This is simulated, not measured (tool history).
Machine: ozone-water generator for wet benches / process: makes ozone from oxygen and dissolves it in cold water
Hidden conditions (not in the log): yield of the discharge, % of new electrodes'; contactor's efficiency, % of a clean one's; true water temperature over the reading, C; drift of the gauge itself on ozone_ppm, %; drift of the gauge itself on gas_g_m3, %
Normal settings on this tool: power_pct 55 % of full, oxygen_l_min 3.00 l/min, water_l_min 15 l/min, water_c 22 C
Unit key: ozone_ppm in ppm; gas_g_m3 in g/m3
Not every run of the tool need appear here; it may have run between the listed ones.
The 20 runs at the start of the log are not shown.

| run | hour | power_pct | oxygen_l_min | water_l_min | water_c | hours of work since the electrodes were changed | hours of work since the contactor was cleaned | hours of work since the thermometer was calibrated | ozone_ppm | gas_g_m3 |
|---|---|---|---|---|---|---|---|---|---|---|
| 21 | 1398.7 | 84 | 3.00 | 15 | 22 | 3438 | 1035 | 1523 | 18.5 | 198.7 |
| 22 | 1486.0 | 55 | 3.00 | 16 | 22 | 3523 | 1120 | 1608 | 12.9 | 146.2 |
| 23 | 1558.5 | 55 | 2.60 | 12 | 22 | 3593 | 1190 | 1679 | 15.2 | 150.7 |
| 24 | 1612.3 | 55 | 2.60 | 12 | 22 | 3646 | 1243 | 1731 | 15.1 | 152.8 |
| 25 | 1672.4 | 55 | 2.60 | 12 | 22 | 3704 | 1301 | 1789 | 15.0 | 150.8 |
| 26 | 1723.9 | 75 | 2.82 | 14 | 22 | 3755 | 1351 | 1840 | 17.3 | 185.0 |
| 27 | 1809.5 | 72 | 3.06 | 14 | 15 | 3838 | 1435 | 1923 | 18.5 | 172.4 |
| 28 | 1862.3 | 43 | 4.68 | 15 | 16 | 3889 | 1486 | 1975 | 13.4 | 105.8 |
| 29 | 1943.1 | 47 | 3.83 | 19 | 16 | 3968 | 1565 | 2053 | 11.2 | 120.5 |
| 30 | 2036.0 | 47 | 3.83 | 19 | 16 | 4059 | 1655 | 2144 | 11.4 | 117.7 |
| 31 | 2086.2 | 47 | 3.83 | 19 | 16 | 4108 | 1704 | 2193 | 11.0 | 117.1 |
| 32 | 2167.9 | 70 | 3.00 | 13 | 20 | 4187 | 1784 | 2272 | 17.4 | 167.1 |

5 options for the next run, each taken on its own from the tool as it stands now. Forecast them:
| A | 2230.7 | 58 | 3.00 | 13 | 20 | 4248 | 1845 | 2333 | ? | ? |
| B | 2230.7 | 70 | 3.00 | 12 | 26 | 4248 | 1845 | 2333 | ? | ? |
| C | 2230.7 | 70 | 3.00 | 13 | 20 | 4248 | 1845 | 2333 | ? | ? |
| D | 2230.7 | 85 | 2.71 | 15 | 22 | 4248 | 1845 | 2333 | ? | ? |
| E | 2230.7 | 70 | 4.12 | 13 | 27 | 4248 | 1845 | 2333 | ? | ? |

| run | ozone_ppm | gas_g_m3 |
|---|---|---|
| A | 15.5 | 147.2 |
| B | 16.8 | 166.3 |
| C | 17.4 | 165.8 |
| D | 16.9 | 195.3 |
| E | 16.1 | 150.2 |
What these runs would have given with no unlogged condition in the tool:
| run | ozone_ppm | gas_g_m3 |
|---|---|---|
| A | 19.1 | 176.8 |
| B | 21.4 | 205.9 |
| C | 22.1 | 205.5 |
| D | 22.2 | 250.2 |
| E | 20.6 | 186.3 |

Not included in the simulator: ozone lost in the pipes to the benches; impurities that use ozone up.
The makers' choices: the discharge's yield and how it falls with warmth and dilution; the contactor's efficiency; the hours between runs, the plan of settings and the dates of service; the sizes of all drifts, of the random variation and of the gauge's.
